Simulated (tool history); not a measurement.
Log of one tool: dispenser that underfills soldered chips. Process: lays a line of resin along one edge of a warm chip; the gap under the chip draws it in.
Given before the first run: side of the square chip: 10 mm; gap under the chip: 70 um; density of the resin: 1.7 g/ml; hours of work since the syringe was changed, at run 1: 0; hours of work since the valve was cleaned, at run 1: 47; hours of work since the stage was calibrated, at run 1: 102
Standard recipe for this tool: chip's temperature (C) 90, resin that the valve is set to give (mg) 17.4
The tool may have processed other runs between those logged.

run,day,chip's temperature (C),resin that the valve is set to give (mg),hours of work since the syringe was changed,hours of work since the valve was cleaned,hours of work since the stage was calibrated,time until the resin shows at the far edge (s),resin that the valve gave (mg)
1,0,90,17.4,0,47,102,34.9,16.74
# day 0.354: new syringe of resin
2,0.629,90,17.4,4,57,111,42,16.65
# day 0.733: new syringe of resin
# day 1.112: new syringe of resin
3,1.388,83,17.4,4,69,123,56,16.33
# day 1.504: new syringe of resin
# day 1.883: new syringe of resin
4,2.075,83,17.4,3,79,134,52.8,16.32
# day 2.258: new syringe of resin
5,2.388,83,17.4,2,84,138,52.6,16.19
# day 2.642: new syringe of resin
6,2.946,83,17.4,5,93,147,58,16.1
# day 3.017: new syringe of resin
# day 3.417: new syringe of resin
7,3.496,83,17.4,1,101,155,50.3,15.89
# day 3.779: new syringe of resin
# day 3.821: dispensing valve cleaned and set on the balance
# day 4.196: new syringe of resin
8,4.217,77,17.4,0,6,166,60,17.25
# day 4.562: new syringe of resin
9,4.904,81,17.1,5,17,177,65.1,16.75
# day 4.975: new syringe of resin
10,5.308,81,17.1,5,23,183,63.1,16.85
# day 5.371: new syringe of resin
11,5.683,81,17.1,5,29,189,64.4,16.75
# day 5.733: new syringe of resin
# day 6.1: new syringe of resin
12,6.392,81,17.1,5,40,199,62.4,16.58
# day 6.483: new syringe of resin
# day 6.871: new syringe of resin
13,7.038,104,16.3,3,50,209,22.2,15.58
# day 7.246: new syringe of resin
# day 7.65: new syringe of resin
14,7.704,77,22,1,60,220,60,20.81

Forecast each of these 4 alternatives for the next run:
# day 8.033: new syringe of resin
A,8.142,89,19.7,2,67,226,?,?
# day 8.033: new syringe of resin
B,8.142,90,14.9,2,67,226,?,?
# day 8.033: new syringe of resin
C,8.142,104,18.8,2,67,226,?,?
# day 8.033: new syringe of resin
D,8.142,104,17.4,2,67,226,?,?

run,time until the resin shows at the far edge (s),resin that the valve gave (mg)
A,37.3,18.62
B,39.2,14.06
C,21,17.83
D,21.2,16.45
With no hidden state in the tool, these same runs would have given:
run,time until the resin shows at the far edge (s),resin that the valve gave (mg)
A,35,19.66
B,36.2,14.85
C,19.7,18.82
D,19.7,17.37
